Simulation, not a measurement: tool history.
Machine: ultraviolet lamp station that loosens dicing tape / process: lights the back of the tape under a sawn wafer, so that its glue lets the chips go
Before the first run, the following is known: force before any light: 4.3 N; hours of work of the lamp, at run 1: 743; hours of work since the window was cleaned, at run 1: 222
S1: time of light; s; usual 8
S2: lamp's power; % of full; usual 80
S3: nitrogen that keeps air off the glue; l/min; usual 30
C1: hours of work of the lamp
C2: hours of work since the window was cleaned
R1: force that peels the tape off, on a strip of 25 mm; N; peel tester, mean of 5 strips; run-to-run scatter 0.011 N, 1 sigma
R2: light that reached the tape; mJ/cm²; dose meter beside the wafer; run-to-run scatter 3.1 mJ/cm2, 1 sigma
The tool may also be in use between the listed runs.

run    hour  S1  S2  S3    C1   C2     R1   R2
  1       0   8  80  30   743  222  0.746  380
  2    38.4   8  80  30   768  247  0.733  379
  3    61.2  14  80  30   783  262  0.251  654
  4      89  14  80  30   801  281   0.25  650
  5   114.9   8  80  30   818  297  0.775  367
      130.4  -- window cleaned of glue's vapour
  6   147.1   8  80  30   839   11  0.846  347
  7   188.7   8  63  30   866   38  1.174  270
  8   211.4   8  71  30   881   53  1.076  302
  9   232.8   8  71  30   895   67  1.069  301
 10   255.8   8  71  30   910   82  1.067  295
 11   283.2   8  71  30   927  100  1.076  297
 12   322.6   8  71  30   953  126  1.115  293
 13   363.2   8  71  30   980  152  1.131  286
 14   383.6   8  80  30   993  165  0.977  322
      387.3  -- window cleaned of glue's vapour, once more
 15   408.5   8  80  30  1009   14  0.726  383
 16     439   8  80  30  1029   34   0.72  387
 17   470.4   8  80  30  1049   54  0.757  380
 18   500.5  13  80  30  1069   74  0.285  608
 19   523.3   8  85  30  1084   89  0.672  396
 20   544.4  11  80  30  1098  103   0.42  508
 21   584.8  11  80  30  1124  129  0.426  502
 22   609.5  11  87  13  1140  145  0.726  544
 23   633.3  10  82  50  1156  161  0.367  466
 24   665.5   8  84  40  1177  182  0.626  376
 25   709.7   6  90  12  1206  211  1.641  301
 26   737.6   6  93  12  1224  229  1.594  307
 27   757.1   8  94  30  1237  242   0.64  406
 28   800.3   8  67  30  1265  270  1.095  289
 29   835.1   5  95  23  1288  293  1.457  251
      861.4  -- window cleaned of glue's vapour
 30   864.4   5  95  23  1306    2  1.342  271
 31   887.3   5  95  23  1321   17  1.362  271
 32   916.6  14  73  52  1341   36  0.221  580
 33   961.1  14  73  52  1370   65  0.214  571
 34  1002.3   6  64  58  1397   92  1.282  213
 35  1021.1   8  80  31  1409  104  0.868  350
 36    1050  14  67  30  1428  123  0.415  504
 37  1086.5   5  84  34  1451  147   1.42  226
 38  1120.5   5  84  34  1474  169  1.404  222
 39  1140.2   5  84  34  1487  182  1.505  223
 40  1159.8   5  84  34  1499  195  1.422  220
 41  1187.5  12  98  10  1517  213  0.682  613
 42  1225.8   8  80  29  1542  238  0.937  334

Each row is a separate what-if for the run after 42, all from the same tool condition, not one after another. Results?
  A  1245   8  72  29  1555  251   ?   ?
  B  1245  11  73  39  1555  251   ?   ?
  C  1245   6  61  58  1555  251   ?   ?

run     R1   R2
  A  1.123  293
  B   0.55  409
  C  1.437  188
With the hidden condition removed and each run's random variation left untouched, the same runs would have given:
run     R1   R2
  A  0.649  418
  B  0.259  583
  C  0.914  267
